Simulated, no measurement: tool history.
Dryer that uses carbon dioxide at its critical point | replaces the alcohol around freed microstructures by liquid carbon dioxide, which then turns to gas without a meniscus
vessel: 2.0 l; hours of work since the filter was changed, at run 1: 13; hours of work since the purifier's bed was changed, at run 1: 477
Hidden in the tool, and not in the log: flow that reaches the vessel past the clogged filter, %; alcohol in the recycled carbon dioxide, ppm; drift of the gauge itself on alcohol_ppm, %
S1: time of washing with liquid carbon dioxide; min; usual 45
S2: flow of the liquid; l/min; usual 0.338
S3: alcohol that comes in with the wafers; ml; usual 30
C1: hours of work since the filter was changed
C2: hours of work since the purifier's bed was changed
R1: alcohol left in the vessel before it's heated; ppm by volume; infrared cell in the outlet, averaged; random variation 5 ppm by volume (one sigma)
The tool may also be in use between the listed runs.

| run | hour | S1 | S2 | S3 | C1 | C2 | R1 |
|---|---|---|---|---|---|---|---|
| 1 | 0 | 45 | 0.338 | 30 | 13 | 477 | 119 |
| 2 | 23.3 | 45 | 0.338 | 30 | 23 | 487 | 129 |
| 3 | 60.8 | 45 | 0.338 | 30 | 40 | 504 | 135 |
| 4 | 84 | 45 | 0.338 | 30 | 50 | 514 | 127 |
| 5 | 111 | 45 | 0.338 | 30 | 62 | 526 | 132 |
| 6 | 135.9 | 45 | 0.338 | 30 | 73 | 537 | 137 |
| 7 | 151.9 | 45 | 0.338 | 30 | 80 | 544 | 145 |
| 8 | 169.7 | 45 | 0.338 | 30 | 88 | 552 | 144 |
| 9 | 205.8 | 54 | 0.431 | 42 | 104 | 568 | 123 |
| 10 | 231.6 | 54 | 0.554 | 32 | 116 | 580 | 141 |
| 11 | 258.2 | 54 | 0.395 | 74 | 128 | 591 | 150 |
| 12 | 273.7 | 45 | 0.338 | 39 | 135 | 598 | 163 |
| 13 | 306.4 | 41 | 0.338 | 29 | 149 | 613 | 176 |

Forecast each of these 3 alternatives for the next run:
|  | 312.3 | purifier's bed changed |
| A | 331.3 | 36 | 0.338 | 50 | 159 | 8 | ? |
|  | 312.3 | purifier's bed changed |
| B | 331.3 | 36 | 0.419 | 29 | 159 | 8 | ? |
|  | 312.3 | purifier's bed changed |
| C | 331.3 | 41 | 0.338 | 38 | 159 | 8 | ? |

| run | R1 |
|---|---|
| A | 129 |
| B | 21 |
| C | 57 |
Without the tool's hidden state the same runs would have given:
| run | R1 |
|---|---|
| A | 87 |
| B | 10 |
| C | 38 |
